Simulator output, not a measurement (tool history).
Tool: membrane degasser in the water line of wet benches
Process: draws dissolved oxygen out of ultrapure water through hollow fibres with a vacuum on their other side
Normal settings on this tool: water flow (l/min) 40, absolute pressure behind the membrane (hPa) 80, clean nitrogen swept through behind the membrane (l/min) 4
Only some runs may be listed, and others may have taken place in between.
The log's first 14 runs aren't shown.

| run | hour | water flow (l/min) | absolute pressure behind the membrane (hPa) | clean nitrogen swept through behind the membrane (l/min) | dissolved oxygen in the water behind the degasser (ppb) | pressure that the water loses in the fibres (hPa) |
|---|---|---|---|---|---|---|
| 15 | 1567 | 40 | 80 | 4 | 120.8 | 352.3 |
| 16 | 1675 | 40 | 80 | 4 | 121 | 352.8 |
| 17 | 1755.9 | 45 | 137.1 | 2.19 | 470.4 | 397.2 |
| 18 | 1886.8 | 45 | 137.1 | 2.19 | 467.5 | 395.8 |
| 19 | 2008.9 | 45 | 137.1 | 2.19 | 469.1 | 396.4 |
| 20 | 2145.2 | 28 | 111.5 | 4.41 | 123.5 | 246.4 |
| 21 | 2241 | 28 | 111.5 | 4.41 | 122.5 | 247.1 |
| 22 | 2354.1 | 28 | 99.5 | 8.46 | 57.5 | 245.6 |
| 23 | 2448.6 | 51 | 88.9 | 8.22 | 105 | 448.1 |
| 24 | 2586.5 | 51 | 166.1 | 8.22 | 217 | 448.1 |
| 25 | 2678.7 | 51 | 166.1 | 8.22 | 217.1 | 450.3 |
| 26 | 2806.9 | 50 | 112.1 | 4.38 | 227 | 442.5 |
| 27 | 2908.2 | 29 | 112.1 | 3.96 | 142.3 | 253.9 |
| 28 | 2973 | 46 | 157.7 | 5.77 | 248.7 | 404.4 |
| 29 | 3071.9 | 46 | 190.8 | 2.19 | 699.7 | 406.7 |
| 30 | 3182 | 25 | 145.2 | 1.86 | 344.6 | 220.8 |
| 31 | 3276.6 | 61 | 161.5 | 9.46 | 230.5 | 536.2 |
| 32 | 3418.6 | 40 | 55.1 | 3 | 81.6 | 357.1 |

Branching from run 32: 4 alternative next runs. What would each branch give?
| A | 3524.9 | 28 | 55.1 | 3 | ? | ? |
| B | 3524.9 | 40 | 97.7 | 4 | ? | ? |
| C | 3524.9 | 40 | 56.2 | 3 | ? | ? |
| D | 3524.9 | 33 | 54.9 | 8.82 | ? | ? |

| run | dissolved oxygen in the water behind the degasser (ppb) | pressure that the water loses in the fibres (hPa) |
|---|---|---|
| A | 54.9 | 249.2 |
| B | 163.1 | 354.9 |
| C | 85.3 | 353.4 |
| D | 26.9 | 293.2 |
What these runs would have given with no unlogged condition in the tool:
| run | dissolved oxygen in the water behind the degasser (ppb) | pressure that the water loses in the fibres (hPa) |
|---|---|---|
| A | 53.2 | 240.3 |
| B | 159.8 | 342.1 |
| C | 81.8 | 340.6 |
| D | 25.2 | 282.6 |
